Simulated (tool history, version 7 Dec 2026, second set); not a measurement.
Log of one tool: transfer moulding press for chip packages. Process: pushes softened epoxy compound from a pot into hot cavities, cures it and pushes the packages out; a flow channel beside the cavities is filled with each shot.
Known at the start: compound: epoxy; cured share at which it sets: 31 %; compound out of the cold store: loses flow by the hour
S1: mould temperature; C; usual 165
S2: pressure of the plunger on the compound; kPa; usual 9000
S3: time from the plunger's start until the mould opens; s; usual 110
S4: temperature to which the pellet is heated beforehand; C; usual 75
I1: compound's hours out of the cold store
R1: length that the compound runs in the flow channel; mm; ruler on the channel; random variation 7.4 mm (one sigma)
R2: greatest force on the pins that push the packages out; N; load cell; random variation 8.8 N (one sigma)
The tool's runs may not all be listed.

| run | hour | S1 | S2 | S3 | S4 | I1 | R1 | R2 |
|---|---|---|---|---|---|---|---|---|
| 1 | 0.0 | 165 | 9000 | 110 | 75 | 27.5 | 849 | 413 |
| 2 | 32.3 | 165 | 9000 | 110 | 75 | 26.8 | 855 | 706 |
|  | 48.3 | cavities cleaned with cleaning compound and waxed |
| 3 | 58.9 | 165 | 9000 | 116 | 75 | 32.1 | 846 | 897 |
| 4 | 79.3 | 165 | 9000 | 110 | 69 | 43.4 | 816 | 951 |
|  | 96.2 | plunger's sealing rings changed |
|  | 101.7 | cavities cleaned with cleaning compound and waxed |
| 5 | 124.0 | 165 | 9000 | 110 | 75 | 33.0 | 893 | 629 |
|  | 154.2 | cavities cleaned with cleaning compound and waxed |
|  | 165.2 | cavities cleaned with cleaning compound and waxed, once more |
| 6 | 167.7 | 165 | 9000 | 123 | 75 | 12.3 | 935 | 391 |
| 7 | 201.7 | 165 | 9000 | 110 | 75 | 29.0 | 894 | 729 |
|  | 216.9 | cavities cleaned with cleaning compound and waxed |
| 8 | 226.5 | 162 | 9000 | 110 | 75 | 13.2 | 948 | 623 |
|  | 266.2 | cavities cleaned with cleaning compound and waxed |
| 9 | 269.2 | 162 | 9000 | 110 | 75 | 24.8 | 909 | 528 |
| 10 | 304.5 | 162 | 9000 | 110 | 75 | 27.9 | 880 | 880 |
|  | 317.2 | cavities cleaned with cleaning compound and waxed |
| 11 | 346.9 | 162 | 9000 | 110 | 75 | 9.5 | 925 | 867 |
|  | 367.0 | cavities cleaned with cleaning compound and waxed |
| 12 | 385.7 | 165 | 7290 | 110 | 75 | 22.3 | 784 | 620 |
| 13 | 410.1 | 165 | 9000 | 104 | 75 | 18.3 | 877 | 838 |
|  | 419.1 | cavities cleaned with cleaning compound and waxed |
| 14 | 433.4 | 165 | 6980 | 147 | 75 | 43.3 | 722 | 478 |

Run 15 comes next. What will it give?
| 15 | 460.5 | 164 | 9190 | 102 | 67 | 28.3 | ? | ? |

Run 15 gave R1 850 mm, R2 924 N.
Without the tool's hidden state the same run would have given R1 917 mm, R2 476 N.
